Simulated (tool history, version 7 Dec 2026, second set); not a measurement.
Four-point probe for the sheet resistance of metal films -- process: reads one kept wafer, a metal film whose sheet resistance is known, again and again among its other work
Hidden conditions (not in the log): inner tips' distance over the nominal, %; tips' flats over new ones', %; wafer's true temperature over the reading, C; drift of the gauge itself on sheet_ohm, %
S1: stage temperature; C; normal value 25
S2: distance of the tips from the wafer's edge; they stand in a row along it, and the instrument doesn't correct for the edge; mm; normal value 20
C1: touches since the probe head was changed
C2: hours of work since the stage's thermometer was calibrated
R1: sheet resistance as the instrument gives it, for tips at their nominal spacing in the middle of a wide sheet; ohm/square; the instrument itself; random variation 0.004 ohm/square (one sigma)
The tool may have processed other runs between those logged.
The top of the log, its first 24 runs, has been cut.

{"run": 25, "hour": 242.1, "S1": 22, "S2": 10, "C1": 9817, "C2": 35, "R1": 20.177426}
{"run": 26, "hour": 252.9, "S1": 25, "S2": 73, "C1": 9967, "C2": 43, "R1": 19.965265}
{"run": 27, "hour": 266.2, "S1": 32, "S2": 32, "C1": 10151, "C2": 52, "R1": 19.862499}
{"hour": 279.7, "done": "stage's thermometer calibrated, once more"}
{"run": 28, "hour": 280.0, "S1": 27, "S2": 3, "C1": 10337, "C2": 0, "R1": 21.673904}
{"run": 29, "hour": 290.1, "S1": 27, "S2": 3, "C1": 10477, "C2": 7, "R1": 21.673879}
{"run": 30, "hour": 299.0, "S1": 25, "S2": 24, "C1": 10600, "C2": 13, "R1": 19.991163}
{"run": 31, "hour": 313.7, "S1": 25, "S2": 24, "C1": 10805, "C2": 23, "R1": 19.997147}
{"run": 32, "hour": 324.5, "S1": 25, "S2": 24, "C1": 10955, "C2": 31, "R1": 19.995521}
{"run": 33, "hour": 338.7, "S1": 29, "S2": 5, "C1": 11152, "C2": 41, "R1": 20.577495}

What if the next run were any one of these 4? Each begins from the tool's condition after run 33:
{"run": "A", "hour": 349.7, "S1": 26, "S2": 29, "C1": 11304, "C2": 48, "R1": "?"}
{"run": "B", "hour": 349.7, "S1": 33, "S2": 5, "C1": 11304, "C2": 48, "R1": "?"}
{"run": "C", "hour": 349.7, "S1": 21, "S2": 16, "C1": 11304, "C2": 48, "R1": "?"}
{"run": "D", "hour": 349.7, "S1": 26, "S2": 20, "C1": 11304, "C2": 48, "R1": "?"}

run=A R1=19.96798
run=B R1=20.50452
run=C R1=20.098003
run=D R1=19.985849
Had the tool no hidden state, the same runs would have come out as:
run=A R1=19.89184
run=B R1=20.42655
run=C R1=20.021371
run=D R1=19.909648
